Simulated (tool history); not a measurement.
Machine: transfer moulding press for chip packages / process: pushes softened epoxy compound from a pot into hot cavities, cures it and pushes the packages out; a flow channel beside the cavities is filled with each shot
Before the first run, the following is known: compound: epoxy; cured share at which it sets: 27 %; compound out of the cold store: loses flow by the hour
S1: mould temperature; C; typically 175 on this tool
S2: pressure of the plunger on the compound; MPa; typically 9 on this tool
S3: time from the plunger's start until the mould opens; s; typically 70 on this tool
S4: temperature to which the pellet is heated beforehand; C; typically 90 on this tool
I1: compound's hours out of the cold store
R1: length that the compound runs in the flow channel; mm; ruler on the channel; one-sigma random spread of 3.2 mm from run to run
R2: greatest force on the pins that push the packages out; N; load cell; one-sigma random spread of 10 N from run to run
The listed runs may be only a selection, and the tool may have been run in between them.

Run 1, hour 0: usual settings; I1 38.9. Result: R1 854 mm, R2 506 N.
At hour 17.2: cavities cleaned with cleaning compound and waxed.
Run 2, hour 33.7: usual settings; I1 43.1. Result: R1 827 mm, R2 739 N.
At hour 45.4: cavities cleaned with cleaning compound and waxed.
Run 3, hour 52.8: usual settings; I1 47.6. Result: R1 801 mm, R2 506 N.
At hour 75.1: cavities cleaned with cleaning compound and waxed.
Run 4, hour 85.4: usual settings; I1 8.6. Result: R1 1018 mm, R2 568 N.
At hour 105.1: cavities cleaned with cleaning compound and waxed.
Run 5, hour 110.7: usual settings but S3 51 s; I1 47.2. Result: R1 797 mm, R2 842 N.
At hour 134.9: cavities cleaned with cleaning compound and waxed.
At hour 137.9: cavities cleaned with cleaning compound and waxed, once more.
Run 6, hour 139.3: usual settings but S3 51 s; I1 28.8. Result: R1 888 mm, R2 826 N.
Run 7, hour 162.1: usual settings but S3 51 s; I1 26.7. Result: R1 894 mm, R2 1166 N.
At hour 166.8: cavities cleaned with cleaning compound and waxed.
Run 8, hour 188: usual settings but S3 51 s; I1 23.1. Result: R1 914 mm, R2 1130 N.
At hour 195.1: cavities cleaned with cleaning compound and waxed.
Run 9, hour 209.7: usual settings but S3 51 s; I1 26.2. Result: R1 893 mm, R2 1028 N.
At hour 223.7: cavities cleaned with cleaning compound and waxed.
Run 10, hour 235: usual settings but S3 51 s; I1 22.4. Result: R1 907 mm, R2 1014 N.
At hour 251.8: cavities cleaned with cleaning compound and waxed.
Run 11, hour 251.8: usual settings; I1 16.3. Result: R1 945 mm, R2 439 N.
At hour 269.9: plunger's sealing rings changed.
Run 12, hour 273.9: usual settings but S1 169 C; I1 25.3. Result: R1 959 mm, R2 862 N.
At hour 284.8: cavities cleaned with cleaning compound and waxed.
Run 13, hour 308.7: usual settings but S3 68 s; I1 22. Result: R1 940 mm, R2 644 N.
At hour 314.8: cavities cleaned with cleaning compound and waxed.
Run 14, hour 328.4: usual settings but S3 68 s; I1 8.8. Result: R1 1019 mm, R2 584 N.
At hour 344.4: cavities cleaned with cleaning compound and waxed.
Run 15, hour 363.9: usual settings but S3 68 s; I1 18. Result: R1 955 mm, R2 624 N.
At hour 374.4: mould's thermocouples calibrated.
At hour 375.9: cavities cleaned with cleaning compound and waxed.
Run 16, hour 400.5: usual settings but S1 173 C, S2 9.91 MPa, S3 51 s, S4 81 C; I1 17.2. Result: R1 1027 mm, R2 1398 N.
At hour 403.6: cavities cleaned with cleaning compound and waxed.
Run 17, hour 427.1: usual settings but S1 173 C, S2 9.91 MPa, S3 51 s, S4 82 C; I1 32.4. Result: R1 920 mm, R2 1295 N.
At hour 432.7: cavities cleaned with cleaning compound and waxed.
Run 18, hour 445.3: usual settings but S1 168 C, S2 7.71 MPa, S3 53 s, S4 85 C; I1 12.8. Result: R1 944 mm, R2 1655 N.
At hour 462.1: cavities cleaned with cleaning compound and waxed.
Run 19, hour 482.7: usual settings but S1 167 C, S2 9.56 MPa, S3 67 s; I1 9.5. Result: R1 1081 mm, R2 1238 N.
At hour 491.7: cavities cleaned with cleaning compound and waxed.
Run 20, hour 514.5: usual settings but S1 181 C, S2 8.69 MPa, S3 98 s, S4 81 C; I1 30.2. Result: R1 828 mm, R2 523 N.
At hour 520.8: cavities cleaned with cleaning compound and waxed.
At hour 539: plunger's sealing rings changed.
Run 21, hour 541.3: usual settings but S1 174 C, S4 88 C; I1 16.5. Result: R1 981 mm, R2 621 N.
At hour 550.8: cavities cleaned with cleaning compound and waxed.
Run 22, hour 561.9: usual settings but S1 180 C, S2 7.13 MPa, S3 65 s, S4 93 C; I1 31.3. Result: R1 773 mm, R2 481 N.
At hour 579.9: cavities cleaned with cleaning compound and waxed.
Run 23, hour 580.5: usual settings but S1 180 C, S2 8.58 MPa, S3 65 s, S4 93 C; I1 42.2. Result: R1 789 mm, R2 393 N.
Run 24, hour 596.8: usual settings but S1 171 C, S2 7.73 MPa, S3 60 s, S4 91 C; I1 40.2. Result: R1 789 mm, R2 953 N.
At hour 609.9: cavities cleaned with cleaning compound and waxed.
Run 25, hour 618.5: usual settings but S1 171 C, S2 7.73 MPa, S3 60 s, S4 91 C; I1 46.8. Result: R1 764 mm, R2 839 N.
At hour 638.5: cavities cleaned with cleaning compound and waxed.
Run 26, hour 638.8: usual settings but S1 171 C, S2 8.77 MPa, S3 81 s, S4 91 C; I1 44.3. Result: R1 818 mm, R2 425 N.

Branching from run 26: 3 alternative next runs. What would each branch give?
Run A, hour 662.2: usual settings but S1 171 C, S2 8.42 MPa, S3 84 s, S4 88 C; I1 45.1. Result: R1 ?, R2 ?.
Run B, hour 662.2: usual settings but S1 171 C, S2 8.77 MPa, S3 54 s, S4 91 C; I1 13.4. Result: R1 ?, R2 ?.
Run C, hour 662.2: usual settings but S1 171 C, S2 8.77 MPa, S3 98 s, S4 91 C; I1 16.2. Result: R1 ?, R2 ?.

run   R1    R2
  A  797   587
  B  989  1433
  C  976   522
With the hidden condition removed and each run's random variation left untouched, the same runs would have given:
run    R1    R2
  A   815   427
  B  1013  1060
  C   999   375
